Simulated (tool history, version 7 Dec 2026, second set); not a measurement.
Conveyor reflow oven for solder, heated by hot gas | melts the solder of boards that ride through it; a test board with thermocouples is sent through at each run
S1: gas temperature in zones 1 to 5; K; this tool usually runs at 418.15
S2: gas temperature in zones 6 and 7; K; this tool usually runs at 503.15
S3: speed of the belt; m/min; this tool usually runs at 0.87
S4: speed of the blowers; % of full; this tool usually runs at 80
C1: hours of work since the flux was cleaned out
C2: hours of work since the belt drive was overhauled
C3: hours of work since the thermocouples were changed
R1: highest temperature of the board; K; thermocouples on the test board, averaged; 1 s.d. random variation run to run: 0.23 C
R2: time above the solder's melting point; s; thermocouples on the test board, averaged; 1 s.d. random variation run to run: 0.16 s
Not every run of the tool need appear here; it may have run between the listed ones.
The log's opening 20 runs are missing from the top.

Run 21, hour 579.9: usual settings but S1 403.15 K, S2 501.15 K, S3 0.894 m/min, S4 72 % of full; C1 189; C2 580; C3 580. Result: R1 478.25 K, R2 30 s.
Run 22, hour 617.5: usual settings but S1 422.15 K, S2 516.15 K, S3 0.741 m/min; C1 213; C2 604; C3 604. Result: R1 501.95 K, R2 58.6 s.
Run 23, hour 646.6: usual settings but S1 424.15 K, S2 499.15 K, S3 0.795 m/min, S4 62 % of full; C1 231; C2 622; C3 622. Result: R1 482.45 K, R2 44.3 s.
Run 24, hour 673.5: usual settings but S1 408.15 K, S2 495.15 K, S3 0.745 m/min; C1 249; C2 640; C3 640. Result: R1 480.85 K, R2 41.5 s.
Run 25, hour 700.4: usual settings but S1 408.15 K, S2 495.15 K, S3 0.745 m/min; C1 266; C2 657; C3 657. Result: R1 481.05 K, R2 41.4 s.
Run 26, hour 734.3: usual settings but S2 516.15 K; C1 287; C2 678; C3 678. Result: R1 495.55 K, R2 46 s.
Run 27, hour 755.4: usual settings but S2 516.15 K; C1 301; C2 692; C3 692. Result: R1 495.95 K, R2 46.1 s.
Run 28, hour 775.2: usual settings but S2 501.15 K; C1 314; C2 705; C3 705. Result: R1 482.95 K, R2 38.3 s.
Run 29, hour 815.7: usual settings but S2 501.15 K; C1 339; C2 730; C3 730. Result: R1 482.45 K, R2 37.9 s.
Run 30, hour 838.3: usual settings but S1 415.15 K, S2 507.15 K, S4 53 % of full; C1 354; C2 745; C3 745. Result: R1 480.35 K, R2 34.1 s.
Run 31, hour 857.4: usual settings but S1 431.15 K, S2 507.15 K, S3 0.836 m/min, S4 64 % of full; C1 366; C2 757; C3 757. Result: R1 488.35 K, R2 48.1 s.
Run 32, hour 877.1: usual settings but S1 432.15 K, S4 56 % of full; C1 379; C2 770; C3 770. Result: R1 482.65 K, R2 41.4 s.

3 ways to go on from here, each from the tool as it stands after run 32. What would each give?
Run A, hour 908.5: usual settings but S1 409.15 K, S3 0.924 m/min, S4 59 % of full; C1 399; C2 790; C3 790. Result: R1 ?, R2 ?.
Run B, hour 908.5: usual settings but S3 0.962 m/min, S4 68 % of full; C1 399; C2 790; C3 790. Result: R1 ?, R2 ?.
Run C, hour 908.5: usual settings but S1 406.15 K, S2 505.15 K, S3 0.878 m/min; C1 399; C2 790; C3 790. Result: R1 ?, R2 ?.

run      R1    R2
  A  474.25  25.7
  B  478.05  29.6
  C  481.95  34.2
With the hidden condition removed and each run's random variation left untouched, the same runs would have given:
run      R1    R2
  A  479.35  30.4
  B  483.05  33.7
  C  487.45  38.2
